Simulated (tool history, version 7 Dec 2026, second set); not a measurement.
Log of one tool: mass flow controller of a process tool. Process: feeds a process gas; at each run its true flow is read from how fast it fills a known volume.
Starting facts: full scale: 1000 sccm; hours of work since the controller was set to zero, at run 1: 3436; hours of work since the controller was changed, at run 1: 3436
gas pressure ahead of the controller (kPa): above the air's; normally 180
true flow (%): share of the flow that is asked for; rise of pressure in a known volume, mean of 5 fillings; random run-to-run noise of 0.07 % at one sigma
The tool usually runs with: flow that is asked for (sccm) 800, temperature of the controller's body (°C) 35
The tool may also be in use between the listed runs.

run     hour  flow that is asked for (sccm)  gas pressure ahead of the controller (kPa)  temperature of the controller's body (°C)  hours of work since the controller was set to zero  hours of work since the controller was changed  true flow (%)
  1        0                            800                                         180                                         35                                                3436                                            3436         101.51
  2    352.1                            800                                         180                                         35                                                3555                                            3555         101.44
  3    535.7                            152                                         180                                         35                                                3617                                            3617         102.51
  4      680                            152                                         180                                         30                                                3666                                            3666         102.86
  5   1004.6                            152                                         180                                         30                                                3776                                            3776         103.07
  6     1235                            152                                         180                                         30                                                3855                                            3855         103.06
  7   1589.5                            800                                         180                                         37                                                3975                                            3975         101.65
  8   1938.1                            800                                         180                                         35                                                4093                                            4093         101.85
  9   2157.9                            789                                         180                                         35                                                4168                                            4168         101.92
 10   2443.9                            800                                         180                                         35                                                4264                                            4264         101.85
 11   2774.8                            800                                         180                                         23                                                4377                                            4377         102.79
 12   3122.2                            101                                         180                                         35                                                4495                                            4495         104.75
 13   3447.7                            800                                         180                                         35                                                4605                                            4605         102.06
 14   3718.1                            800                                         180                                         35                                                4697                                            4697         102.22
 15   3942.8                            800                                         180                                         31                                                4773                                            4773         102.54
 16   4133.7                            800                                         178                                         31                                                4837                                            4837         102.68
 17   4442.9                            800                                         178                                         31                                                4942                                            4942         102.62
 18   4595.9                            800                                         178                                         31                                                4994                                            4994         102.71
 19   4757.6                            800                                         180                                         35                                                5049                                            5049          102.5
 20   5039.3                            800                                         190                                         35                                                5145                                            5145         102.42
 21   5341.4                            800                                         190                                         35                                                5247                                            5247         102.48
 22   5633.5                            800                                         190                                         35                                                5346                                            5346         102.46
 23   5829.1                            800                                         190                                         35                                                5412                                            5412         102.57
 24   6071.3                            800                                         190                                         35                                                5495                                            5495         102.67
 25   6359.1                            800                                         180                                         38                                                5592                                            5592         102.55
 26     6563                            800                                         268                                         35                                                5661                                            5661         102.21
 27   6906.8                            800                                         268                                         35                                                5778                                            5778         102.35
 28   7056.8                            310                                         246                                         21                                                5829                                            5829         103.76
 29   7220.7                            310                                         246                                         21                                                5884                                            5884         103.77
 30   7392.2                            310                                         175                                         21                                                5942                                            5942         104.34
 31   7601.5                            234                                         268                                         29                                                6013                                            6013         103.78
      7881.6  -- controller's zero set anew
 32   7886.3                            234                                         268                                         29                                                   2                                            6110         101.95
 33   8237.1                            800                                         180                                         37                                                 121                                            6229         102.36
 34   8505.8                            711                                         180                                         37                                                 212                                            6320         102.41
 35     8852                            254                                         237                                         35                                                 329                                            6437         101.79
 36     9179                            800                                         188                                         35                                                 440                                            6548         102.67
 37     9534                            800                                         188                                         35                                                 560                                            6669         102.71
 38   9787.9                            800                                         188                                         35                                                 646                                            6755         102.83
     10005.2  -- controller exchanged for a calibrated one
 39  10108.5                            154                                         180                                         25                                                  35                                              35           99.4
 40  10413.4                            231                                         180                                         31                                                 138                                             138          99.12
 41    10622                            999                                         180                                         35                                                 209                                             209          99.68
 42  10931.4                            999                                         208                                         26                                                 314                                             314         100.03
 43  11235.6                            999                                         208                                         26                                                 417                                             417          100.2
 44  11447.2                            999                                         208                                         26                                                 489                                             489         100.15
 45  11703.2                            999                                         193                                         31                                                 576                                             576         100.09
 46  11971.8                            105                                         173                                         30                                                 667                                             667         100.09
 47  12264.9                            105                                         162                                         24                                                 766                                             766          100.5
 48  12460.8                            800                                         188                                         38                                                 833                                             833           99.5
 49  12675.5                            234                                         224                                         29                                                 905                                             905          99.66

Each row is a separate what-if for the run after 49, all from the same tool condition, not one after another. Results?
  A  12972.1                            253                                         180                                         35                                                1006                                            1006              ?
  B  12972.1                            294                                         195                                         21                                                1006                                            1006              ?
  C  12972.1                            234                                         229                                         29                                                1006                                            1006              ?

run  true flow (%)
  A          99.51
  B         100.27
  C          99.65
Without the tool's unlogged condition, the same runs would have read:
run  true flow (%)
  A          98.56
  B          99.39
  C          98.66
